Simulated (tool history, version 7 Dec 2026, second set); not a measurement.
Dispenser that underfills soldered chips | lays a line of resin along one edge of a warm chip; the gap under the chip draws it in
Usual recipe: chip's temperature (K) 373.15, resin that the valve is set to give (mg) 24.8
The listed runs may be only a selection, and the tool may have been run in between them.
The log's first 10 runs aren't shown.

run,hour,chip's temperature (K),resin that the valve is set to give (mg),hours of work since the syringe was changed,hours of work since the valve was cleaned,hours of work since the stage was calibrated,time until the resin shows at the far edge (s),resin that the valve gave (mg)
11,46.0,382.15,24.8,8,45,193,72.2,24.19
# hour 47.2: new syringe of resin
12,50.2,373.15,24.8,2,48,196,81.6,24.34
13,54.4,373.15,24.8,5,51,199,88.5,24.17
14,57.6,373.15,24.8,8,53,202,97.1,24.08
# hour 60.0: new syringe of resin
15,63.1,383.15,24.8,2,57,205,58.2,24.14
16,67.1,373.15,24.3,5,60,208,91.6,23.63
17,71.3,373.15,24.3,8,63,211,101.4,23.61
# hour 72.2: new syringe of resin
18,74.8,373.15,24.8,2,65,214,79.7,24.12
19,78.5,381.15,27.4,4,68,216,64.8,26.52
# hour 84.5: new syringe of resin
20,84.7,376.15,21.2,0,72,220,68.7,20.42
21,87.3,378.15,23.9,2,74,222,66.2,22.99
22,89.8,359.15,22.5,4,76,224,140.2,21.77
23,93.9,359.15,22.5,7,79,227,160.3,21.39
# hour 97.1: new syringe of resin
24,97.7,376.15,30.8,0,81,230,64.1,29.25
25,100.9,376.15,29.4,3,83,232,71.4,28.01

What does the tool deliver on the next run?
26,106.6,376.15,24.4,7,87,236,?,?

time until the resin shows at the far edge (s): 86.2
resin that the valve gave (mg): 23.13
Take away the tool's hidden state, keep the run-to-run variation as it was, and the same run would have given time until the resin shows at the far edge (s) 63.9, resin that the valve gave (mg) 24.28.
